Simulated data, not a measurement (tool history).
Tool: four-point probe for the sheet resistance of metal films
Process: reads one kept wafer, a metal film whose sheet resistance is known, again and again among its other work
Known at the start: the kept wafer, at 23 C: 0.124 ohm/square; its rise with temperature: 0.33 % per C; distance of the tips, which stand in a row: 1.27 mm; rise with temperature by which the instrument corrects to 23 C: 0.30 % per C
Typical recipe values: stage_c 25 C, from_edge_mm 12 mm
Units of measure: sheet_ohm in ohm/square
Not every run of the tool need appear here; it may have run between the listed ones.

Run 1, hour 0: usual settings. Result: sheet_ohm 0.124688 ohm/square.
Run 2, hour 59.4: usual settings. Result: sheet_ohm 0.124655 ohm/square.
Run 3, hour 92.6: usual settings. Result: sheet_ohm 0.124656 ohm/square.
Run 4, hour 123.8: usual settings. Result: sheet_ohm 0.124726 ohm/square.
Run 5, hour 154.6: usual settings but from_edge_mm 10 mm. Result: sheet_ohm 0.124996 ohm/square.
Run 6, hour 190.1: usual settings but stage_c 33 C. Result: sheet_ohm 0.124917 ohm/square.
Run 7, hour 232.6: usual settings but stage_c 31 C. Result: sheet_ohm 0.124866 ohm/square.
Run 8, hour 264: usual settings but stage_c 31 C. Result: sheet_ohm 0.124884 ohm/square.
At hour 268: stage's thermometer calibrated.
Run 9, hour 301.8: usual settings but stage_c 34 C. Result: sheet_ohm 0.125046 ohm/square.
Run 10, hour 340.1: usual settings but stage_c 21 C. Result: sheet_ohm 0.124595 ohm/square.
Run 11, hour 369.3: usual settings but stage_c 21 C, from_edge_mm 4 mm. Result: sheet_ohm 0.130281 ohm/square.
Run 12, hour 428.9: usual settings but stage_c 21 C, from_edge_mm 4 mm. Result: sheet_ohm 0.130218 ohm/square.
Run 13, hour 470.1: usual settings but stage_c 21 C, from_edge_mm 4 mm. Result: sheet_ohm 0.130293 ohm/square.
Run 14, hour 525.9: usual settings but stage_c 26 C, from_edge_mm 29 mm. Result: sheet_ohm 0.124177 ohm/square.
Run 15, hour 589.6: usual settings but stage_c 34 C, from_edge_mm 25 mm. Result: sheet_ohm 0.124482 ohm/square.
Run 16, hour 627.8: usual settings but stage_c 19 C, from_edge_mm 49 mm. Result: sheet_ohm 0.123795 ohm/square.
At hour 658.5: stage's thermometer calibrated, once more.
Run 17, hour 670.2: usual settings but stage_c 22 C. Result: sheet_ohm 0.124284 ohm/square.
Run 18, hour 701.8: usual settings but stage_c 22 C. Result: sheet_ohm 0.124264 ohm/square.
Run 19, hour 745.7: usual settings but stage_c 29 C, from_edge_mm 5 mm. Result: sheet_ohm 0.127916 ohm/square.

Below are 4 alternative next runs, each starting from the tool's condition after run 19. Predict each:
Run A, hour 785: usual settings but stage_c 23 C, from_edge_mm 36 mm. Result: sheet_ohm ?.
Run B, hour 785: usual settings but from_edge_mm 5 mm. Result: sheet_ohm ?.
Run C, hour 785: usual settings but stage_c 31 C, from_edge_mm 31 mm. Result: sheet_ohm ?.
Run D, hour 785: usual settings but stage_c 21 C, from_edge_mm 3 mm. Result: sheet_ohm ?.

run  sheet_ohm
  A    0.12368
  B   0.127794
  C   0.123899
  D   0.134222
Without the tool's hidden state the same runs would have given:
run  sheet_ohm
  A   0.124115
  B   0.128242
  C   0.124335
  D   0.134689
